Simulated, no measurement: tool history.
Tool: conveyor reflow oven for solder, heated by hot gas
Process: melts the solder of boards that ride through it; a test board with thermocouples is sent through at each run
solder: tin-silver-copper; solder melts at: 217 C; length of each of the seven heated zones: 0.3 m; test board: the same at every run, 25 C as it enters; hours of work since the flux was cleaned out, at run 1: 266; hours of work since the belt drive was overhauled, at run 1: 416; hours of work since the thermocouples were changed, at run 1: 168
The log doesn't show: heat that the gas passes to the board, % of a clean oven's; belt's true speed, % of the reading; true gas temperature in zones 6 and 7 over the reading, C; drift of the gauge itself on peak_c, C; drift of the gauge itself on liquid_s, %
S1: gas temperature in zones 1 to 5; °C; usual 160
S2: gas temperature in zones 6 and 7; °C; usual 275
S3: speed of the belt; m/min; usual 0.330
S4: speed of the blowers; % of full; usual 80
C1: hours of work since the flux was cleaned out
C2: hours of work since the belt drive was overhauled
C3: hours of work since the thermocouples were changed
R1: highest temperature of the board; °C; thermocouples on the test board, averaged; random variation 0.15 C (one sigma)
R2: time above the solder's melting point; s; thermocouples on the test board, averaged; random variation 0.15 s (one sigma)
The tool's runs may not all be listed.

run 1 hour=0.0 | S1=160 S2=275 S3=0.330 S4=80 | C1=266 C2=416 C3=168 | R1=261.0 R2=85.1
run 2 hour=6.8 | S1=160 S2=275 S3=0.330 S4=80 | C1=271 C2=420 C3=172 | R1=260.7 R2=84.7
run 3 hour=12.6 | S1=160 S2=275 S3=0.330 S4=80 | C1=274 C2=424 C3=176 | R1=260.8 R2=85.1
run 4 hour=18.7 | S1=158 S2=275 S3=0.330 S4=80 | C1=278 C2=428 C3=180 | R1=260.4 R2=83.7
run 5 hour=23.2 | S1=160 S2=283 S3=0.330 S4=80 | C1=281 C2=431 C3=183 | R1=268.2 R2=90.2
run 6 hour=28.3 | S1=160 S2=283 S3=0.330 S4=80 | C1=285 C2=434 C3=186 | R1=268.2 R2=90.2
run 7 hour=32.6 | S1=160 S2=283 S3=0.330 S4=80 | C1=288 C2=437 C3=189 | R1=268.0 R2=90.2
run 8 hour=37.4 | S1=160 S2=283 S3=0.330 S4=65 | C1=291 C2=440 C3=192 | R1=265.8 R2=88.0
run 9 hour=45.6 | S1=160 S2=283 S3=0.330 S4=65 | C1=296 C2=446 C3=198 | R1=265.8 R2=88.2
run 10 hour=54.5 | S1=160 S2=283 S3=0.330 S4=65 | C1=302 C2=451 C3=203 | R1=265.8 R2=88.0
run 11 hour=58.4 | S1=160 S2=283 S3=0.330 S4=65 | C1=304 C2=454 C3=206 | R1=265.7 R2=88.3
run 12 hour=65.5 | S1=160 S2=275 S3=0.330 S4=70 | C1=309 C2=458 C3=211 | R1=259.5 R2=82.7
run 13 hour=72.2 | S1=160 S2=275 S3=0.330 S4=70 | C1=313 C2=463 C3=215 | R1=259.4 R2=83.0
run 14 hour=76.6 | S1=160 S2=275 S3=0.330 S4=70 | C1=316 C2=466 C3=218 | R1=259.3 R2=83.1
run 15 hour=82.0 | S1=160 S2=275 S3=0.330 S4=70 | C1=320 C2=469 C3=221 | R1=259.4 R2=82.8
run 16 hour=85.8 | S1=160 S2=275 S3=0.330 S4=86 | C1=322 C2=472 C3=224 | R1=261.2 R2=85.2
run 17 hour=92.3 | S1=155 S2=273 S3=0.331 S4=67 | C1=326 C2=476 C3=228 | R1=256.0 R2=77.4
run 18 hour=96.8 | S1=163 S2=289 S3=0.288 S4=82 | C1=329 C2=479 C3=231 | R1=278.5 R2=112.4
run 19 hour=104.3 | S1=163 S2=289 S3=0.288 S4=82 | C1=334 C2=484 C3=236 | R1=278.2 R2=112.5
run 20 hour=113.0 | S1=168 S2=275 S3=0.330 S4=80 | C1=340 C2=489 C3=242 | R1=261.4 R2=88.4
run 21 hour=121.7 | S1=157 S2=288 S3=0.330 S4=61 | C1=346 C2=495 C3=247 | R1=269.1 R2=89.3
run 22 hour=127.5 | S1=157 S2=288 S3=0.330 S4=61 | C1=349 C2=499 C3=251 | R1=268.9 R2=89.1
run 23 hour=136.0 | S1=158 S2=281 S3=0.260 S4=68 | C1=355 C2=504 C3=257 | R1=271.4 R2=118.0
-- hour=142.3 flux residue cleaned out of gas plates and filters
run 24 hour=147.2 | S1=174 S2=275 S3=0.279 S4=80 | C1=3 C2=508 C3=260 | R1=268.8 R2=115.3
run 25 hour=155.8 | S1=149 S2=288 S3=0.346 S4=57 | C1=9 C2=514 C3=266 | R1=268.1 R2=81.5
run 26 hour=159.9 | S1=147 S2=271 S3=0.375 S4=80 | C1=11 C2=517 C3=269 | R1=253.9 R2=64.6
run 27 hour=164.3 | S1=147 S2=271 S3=0.375 S4=80 | C1=14 C2=520 C3=272 | R1=254.0 R2=64.3
run 28 hour=172.2 | S1=149 S2=274 S3=0.305 S4=57 | C1=19 C2=525 C3=277 | R1=259.7 R2=86.9
run 29 hour=176.1 | S1=149 S2=274 S3=0.305 S4=57 | C1=22 C2=527 C3=279 | R1=259.6 R2=86.6
run 30 hour=183.4 | S1=149 S2=274 S3=0.368 S4=57 | C1=27 C2=532 C3=284 | R1=252.6 R2=64.0

4 ways to go on from here, each from the tool as it stands after run 30. What would each give?
run A hour=192.8 | S1=149 S2=289 S3=0.368 S4=57 | C1=33 C2=538 C3=290 | R1=? R2=?
run B hour=192.8 | S1=164 S2=275 S3=0.378 S4=80 | C1=33 C2=538 C3=290 | R1=? R2=?
run C hour=192.8 | S1=167 S2=272 S3=0.295 S4=80 | C1=33 C2=538 C3=290 | R1=? R2=?
run D hour=192.8 | S1=162 S2=275 S3=0.317 S4=51 | C1=33 C2=538 C3=290 | R1=? R2=?

run=A R1=266.0 R2=75.2
run=B R1=259.6 R2=74.1
run=C R1=263.8 R2=102.7
run=D R1=259.7 R2=87.7
Without the tool's hidden state the same runs would have given:
run=A R1=266.0 R2=74.9
run=B R1=259.6 R2=73.8
run=C R1=263.8 R2=102.2
run=D R1=259.6 R2=87.2
